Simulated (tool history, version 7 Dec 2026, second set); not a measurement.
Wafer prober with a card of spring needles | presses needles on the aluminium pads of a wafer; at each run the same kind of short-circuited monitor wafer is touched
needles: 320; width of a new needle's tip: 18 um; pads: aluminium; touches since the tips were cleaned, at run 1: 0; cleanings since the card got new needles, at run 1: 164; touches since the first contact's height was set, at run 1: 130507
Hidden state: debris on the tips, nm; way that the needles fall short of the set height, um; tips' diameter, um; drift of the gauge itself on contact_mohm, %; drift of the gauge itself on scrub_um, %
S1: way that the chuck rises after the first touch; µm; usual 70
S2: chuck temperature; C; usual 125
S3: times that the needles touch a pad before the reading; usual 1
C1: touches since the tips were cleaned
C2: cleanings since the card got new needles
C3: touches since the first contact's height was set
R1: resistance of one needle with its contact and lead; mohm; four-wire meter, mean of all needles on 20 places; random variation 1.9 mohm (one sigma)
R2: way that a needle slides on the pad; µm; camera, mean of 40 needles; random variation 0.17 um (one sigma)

run	hour	S1	S2	S3	C1	C2	C3	R1	R2
1	0.0	70	125	1	0	164	130507	210	17.02
# hour 7.9: tips cleaned on abrasive film
# hour 15.9: tips cleaned on abrasive film
# hour 23.8: tips cleaned on abrasive film
2	26.2	70	125	1	1031	167	141686	249	16.74
# hour 31.0: tips cleaned on abrasive film
# hour 39.0: tips cleaned on abrasive film
# hour 45.3: tips cleaned on abrasive film
# hour 53.3: tips cleaned on abrasive film
# hour 61.2: tips cleaned on abrasive film
# hour 69.2: tips cleaned on abrasive film
3	71.8	70	125	1	1150	173	161103	251	16.82
# hour 76.6: tips cleaned on abrasive film
# hour 84.6: tips cleaned on abrasive film
# hour 92.5: tips cleaned on abrasive film
# hour 100.5: tips cleaned on abrasive film
# hour 108.4: tips cleaned on abrasive film
# hour 115.1: tips cleaned on abrasive film
4	115.1	70	54	1	0	179	179524	198	16.36
# hour 123.1: tips cleaned on abrasive film
# hour 131.0: tips cleaned on abrasive film
# hour 139.0: tips cleaned on abrasive film
5	145.2	76	54	1	2688	182	192359	281	17.99
# hour 146.9: tips cleaned on abrasive film
# hour 153.2: tips cleaned on abrasive film
# hour 161.2: tips cleaned on abrasive film
# hour 164.6: height of the first contact set anew
# hour 169.4: tips cleaned on abrasive film
# hour 176.8: tips cleaned on abrasive film
6	176.8	70	125	1	0	187	5184	206	17.72
# hour 183.2: tips cleaned on abrasive film
# hour 191.1: tips cleaned on abrasive film
# hour 199.1: tips cleaned on abrasive film
# hour 207.0: tips cleaned on abrasive film
# hour 215.0: tips cleaned on abrasive film
7	215.5	70	125	1	242	192	21663	217	17.46
# hour 221.9: tips cleaned on abrasive film
# hour 229.9: tips cleaned on abrasive film
# hour 237.8: tips cleaned on abrasive film
# hour 245.7: tips cleaned on abrasive film
# hour 253.2: tips cleaned on abrasive film
8	253.2	55	50	2	0	197	37688	203	13.78
# hour 261.1: tips cleaned on abrasive film
# hour 269.1: tips cleaned on abrasive film
# hour 277.0: tips cleaned on abrasive film
# hour 284.9: tips cleaned on abrasive film
# hour 291.3: tips cleaned on abrasive film
# hour 299.3: tips cleaned on abrasive film
9	301.8	55	50	2	1094	203	58401	244	13.73
# hour 306.6: tips cleaned on abrasive film
# hour 314.5: tips cleaned on abrasive film
# hour 322.5: tips cleaned on abrasive film
# hour 328.9: tips cleaned on abrasive film
# hour 336.8: tips cleaned on abrasive film
# hour 343.2: tips cleaned on abrasive film
# hour 350.4: tips cleaned on abrasive film
10	350.4	59	62	1	0	210	79069	202	14.32
# hour 358.4: tips cleaned on abrasive film
# hour 366.3: tips cleaned on abrasive film
# hour 372.7: tips cleaned on abrasive film
# hour 380.6: tips cleaned on abrasive film
11	380.9	84	125	1	123	214	92045	212	20.89
# hour 387.3: tips cleaned on abrasive film
# hour 395.2: tips cleaned on abrasive film
# hour 403.2: tips cleaned on abrasive film
12	405.8	73	57	3	1140	217	102656	207	17.94
# hour 410.6: tips cleaned on abrasive film
# hour 418.5: tips cleaned on abrasive film
# hour 426.5: tips cleaned on abrasive film
# hour 432.9: tips cleaned on abrasive film
# hour 440.8: tips cleaned on abrasive film
# hour 448.7: tips cleaned on abrasive film
13	451.1	71	65	2	1003	223	121926	229	17.13

Run 14 comes next. What will it give?
# hour 455.9: tips cleaned on abrasive film
# hour 463.8: tips cleaned on abrasive film
# hour 471.8: tips cleaned on abrasive film
# hour 478.1: tips cleaned on abrasive film
# hour 486.1: tips cleaned on abrasive film
# hour 494.0: tips cleaned on abrasive film
# hour 502.0: tips cleaned on abrasive film
14	508.0	71	65	2	2586	230	146162	?	?

Run 14 gave R1 261 mohm, R2 17.17 µm.
Without the tool's hidden state the same run would have given R1 186 mohm, R2 18.12 µm.
